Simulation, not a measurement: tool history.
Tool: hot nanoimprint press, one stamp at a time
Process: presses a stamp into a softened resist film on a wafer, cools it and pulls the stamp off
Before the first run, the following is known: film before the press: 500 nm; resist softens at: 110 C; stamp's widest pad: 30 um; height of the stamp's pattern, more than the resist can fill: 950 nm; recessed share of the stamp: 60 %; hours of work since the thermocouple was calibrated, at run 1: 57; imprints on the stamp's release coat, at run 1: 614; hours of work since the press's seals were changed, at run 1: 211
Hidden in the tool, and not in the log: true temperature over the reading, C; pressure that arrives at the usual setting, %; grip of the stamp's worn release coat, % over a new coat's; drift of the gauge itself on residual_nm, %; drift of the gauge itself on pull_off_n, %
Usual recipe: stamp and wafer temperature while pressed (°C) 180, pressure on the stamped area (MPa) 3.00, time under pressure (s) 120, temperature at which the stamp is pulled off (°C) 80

run    hour  stamp and wafer temperature while pressed (°C)  pressure on the stamped area (MPa)  time under pressure (s)  temperature at which the stamp is pulled off (°C)  hours of work since the thermocouple was calibrated  imprints on the stamp's release coat  hours of work since the press's seals were changed  resist left under the stamp's widest pad (Å)  greatest force while the stamp is pulled off (N)
  1     0.0                                             180                                3.00                      120                                                 80                                                   57                                   614                                                 211                                          2238                                               217
  2    45.8                                             180                                3.00                      120                                                 80                                                   81                                   742                                                 235                                          2251                                               217
       59.5  -- stamp cleaned and given a new release coat
  3    83.2                                             180                                3.00                      120                                                 80                                                   98                                    67                                                 251                                          2249                                               183
  4   131.2                                             180                                3.00                      120                                                 80                                                  123                                   200                                                 277                                          2269                                               201
  5   181.1                                             180                                3.00                      120                                                 80                                                  149                                   340                                                 303                                          2227                                               199
  6   227.6                                             180                                3.00                      120                                                 80                                                  174                                   470                                                 328                                          2227                                               207
  7   267.4                                             180                                3.00                      221                                                 80                                                  195                                   581                                                 349                                          1749                                               212
  8   292.7                                             180                                3.00                      120                                                 74                                                  208                                   652                                                 362                                          2214                                               228
      338.1  -- stamp cleaned and given a new release coat
  9   346.9                                             180                                3.00                      120                                                 74                                                  233                                    24                                                 387                                          2243                                               201
 10   377.9                                             180                                3.00                      120                                                 74                                                  250                                   111                                                 404                                          2243                                               194
 11   410.7                                             180                                3.00                      120                                                 77                                                  267                                   202                                                 421                                          2193                                               198
 12   447.5                                             180                                3.00                      120                                                 77                                                  286                                   305                                                 440                                          2200                                               199
 13   482.0                                             180                                3.00                      120                                                 77                                                  305                                   401                                                 458                                          2221                                               211
 14   528.9                                             180                                3.00                      120                                                 77                                                  329                                   532                                                 483                                          2199                                               211
 15   564.6                                             180                                3.00                      120                                                 80                                                  348                                   632                                                 502                                          2200                                               208
 16   587.9                                             168                                4.63                      140                                                 77                                                  360                                   697                                                 514                                          2394                                               219
      616.3  -- stamp cleaned and given a new release coat
 17   643.0                                             168                                4.63                      140                                                 77                                                  386                                    74                                                 540                                          2395                                               190
 18   691.8                                             168                                4.63                      140                                                 78                                                  412                                   210                                                 566                                          2402                                               201
 19   715.8                                             191                                2.21                      113                                                 76                                                  425                                   278                                                 579                                          1955                                               198
 20   751.4                                             191                                2.21                      113                                                 76                                                  443                                   377                                                 597                                          1968                                               204
 21   783.4                                             183                                1.85                       72                                                 81                                                  460                                   466                                                 614                                          2943                                               199
 22   820.3                                             171                                1.85                       72                                                 81                                                  480                                   569                                                 634                                          3721                                               209
 23   853.0                                             171                                1.85                       72                                                 81                                                  497                                   661                                                 651                                          3731                                               218
      893.3  -- stamp cleaned and given a new release coat
 24   901.0                                             188                                1.85                       72                                                 81                                                  519                                    22                                                 673                                          2665                                               176
 25   932.8                                             177                                3.41                       90                                                 78                                                  536                                   111                                                 690                                          2443                                               189
 26   959.4                                             173                                2.54                      182                                                 80                                                  550                                   185                                                 704                                          2456                                               196
      994.0  -- plate thermocouple calibrated
 27  1001.6                                             180                                1.85                      141                                                 80                                                    4                                   295                                                 724                                          2679                                               197
 28  1039.3                                             180                                1.85                      141                                                 80                                                   24                                   400                                                 744                                          2702                                               195
 29  1060.6                                             177                                3.11                       68                                                 80                                                   35                                   459                                                 756                                          2966                                               207

4 ways to go on from here, each from the tool as it stands after run 29. What would each give?
  A  1102.2                                             177                                3.11                       68                                                 72                                                   57                                   576                                                 777                                             ?                                                 ?
  B  1102.2                                             178                                3.11                      101                                                 80                                                   57                                   576                                                 777                                             ?                                                 ?
  C  1102.2                                             188                                2.17                      120                                                 80                                                   57                                   576                                                 777                                             ?                                                 ?
  D  1102.2                                             180                                3.00                      120                                                 76                                                   57                                   576                                                 777                                             ?                                                 ?

run  resist left under the stamp's widest pad (Å)  greatest force while the stamp is pulled off (N)
  A                                          2934                                               225
  B                                          2512                                               214
  C                                          2161                                               211
  D                                          2246                                               222
The same runs, with their run-to-run variation unchanged, on a tool lacking any hidden condition would have given:
run  resist left under the stamp's widest pad (Å)  greatest force while the stamp is pulled off (N)
  A                                          2911                                               195
  B                                          2489                                               186
  C                                          2152                                               183
  D                                          2226                                               193
